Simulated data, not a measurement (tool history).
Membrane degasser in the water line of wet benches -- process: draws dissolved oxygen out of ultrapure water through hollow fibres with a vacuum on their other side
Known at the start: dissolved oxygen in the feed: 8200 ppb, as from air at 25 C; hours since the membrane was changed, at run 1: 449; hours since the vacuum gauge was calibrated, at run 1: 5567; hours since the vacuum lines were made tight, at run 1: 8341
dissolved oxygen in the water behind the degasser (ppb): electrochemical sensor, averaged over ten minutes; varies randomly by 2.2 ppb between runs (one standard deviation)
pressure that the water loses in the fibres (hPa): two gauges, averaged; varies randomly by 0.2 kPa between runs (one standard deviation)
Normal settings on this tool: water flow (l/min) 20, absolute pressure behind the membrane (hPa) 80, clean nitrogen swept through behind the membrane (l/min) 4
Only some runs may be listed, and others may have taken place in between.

run	hour	water flow (l/min)	absolute pressure behind the membrane (hPa)	clean nitrogen swept through behind the membrane (l/min)	hours since the membrane was changed	hours since the vacuum gauge was calibrated	hours since the vacuum lines were made tight	dissolved oxygen in the water behind the degasser (ppb)	pressure that the water loses in the fibres (hPa)
1	0	20	80	4	449	5567	8341	226.3	437.5
2	119.5	20	80	4	568	5687	8461	230.2	438
3	229	20	70.6	4	678	5796	8570	219.9	436.5
4	331.6	20	70.6	4	780	5899	8673	221.2	433.7
5	540.1	14	70.6	4	989	6107	8881	114.8	306.9
6	639.3	13	70.6	4	1088	6207	8981	99.9	287
7	826.5	32	80	4	1275	6394	9168	474.9	704.4
8	958	32	80	4	1407	6525	9299	475.3	701.6
9	1150.9	32	80	4	1599	6718	9492	485.8	703.7
10	1322.6	20	147.7	4	1771	6890	9664	313.5	441.7
11	1458.6	20	147.7	4	1907	7026	9800	312.8	447
12	1578.8	20	147.7	7.09	2027	7146	9920	256.2	441.4
13	1746.7	20	80	4	2195	7314	10088	238.1	441.4
# hour 1880.8: vacuum gauge calibrated
14	1947.9	20	116.6	4	2396	67	10289	280	445.8
15	2138	20	116.6	4	2586	257	10479	282.6	440.5
# hour 2305.1: vacuum gauge calibrated, once more
16	2316.3	20	116.6	4	2764	11	10656	280.8	441.7
17	2437.2	19	116.6	10.6	2885	132	10777	197.6	422.8
18	2595.4	19	116.6	10.6	3043	290	10936	200.6	424.4
19	2689	13	80	6.16	3137	384	11029	97	291.5
20	2882.5	20	80	1.64	3330	577	11223	314.5	444.2
21	2978.3	20	80	1.64	3426	673	11318	308.9	447.8
22	3141.7	20	80	1.64	3589	837	11482	312.9	448.4
23	3231.3	20	80	1.64	3679	926	11571	318.7	445.5
24	3320.1	20	179	4	3768	1015	11660	357.8	448.7
25	3478.4	15	90	9.05	3926	1173	11819	126.3	339.4
26	3585	15	70.2	4	4033	1280	11925	136.1	338.1
27	3761.3	18	70.2	10.46	4209	1456	12102	165	402.5
# hour 3868: seals of the vacuum lines changed
28	3893.5	20	158.5	2.18	4339	1586	26	446	446.4
29	4098.4	20	158.5	2.18	4544	1791	230	439.7	447.6
30	4224.2	17	80	7.77	4670	1917	356	165	379.8
31	4335.8	17	80	7.77	4781	2029	468	160.7	380.6

Consider 4 possible next runs. They are alternatives, not a sequence: every one starts from the tool as it was left by run 31. What does each give?
A	4486.2	20	48.4	1.89	4932	2179	618	?	?
B	4486.2	24	128.7	1.95	4932	2179	618	?	?
C	4486.2	18	143.2	4	4932	2179	618	?	?
D	4486.2	13	80	3.84	4932	2179	618	?	?

run	dissolved oxygen in the water behind the degasser (ppb)	pressure that the water loses in the fibres (hPa)
A	232.8	449
B	520.8	543.3
C	267.7	403.7
D	113.9	296
What these runs would have given with no unlogged condition in the tool:
run	dissolved oxygen in the water behind the degasser (ppb)	pressure that the water loses in the fibres (hPa)
A	207.6	433.7
B	490.4	524.8
C	247.5	389.9
D	102	286

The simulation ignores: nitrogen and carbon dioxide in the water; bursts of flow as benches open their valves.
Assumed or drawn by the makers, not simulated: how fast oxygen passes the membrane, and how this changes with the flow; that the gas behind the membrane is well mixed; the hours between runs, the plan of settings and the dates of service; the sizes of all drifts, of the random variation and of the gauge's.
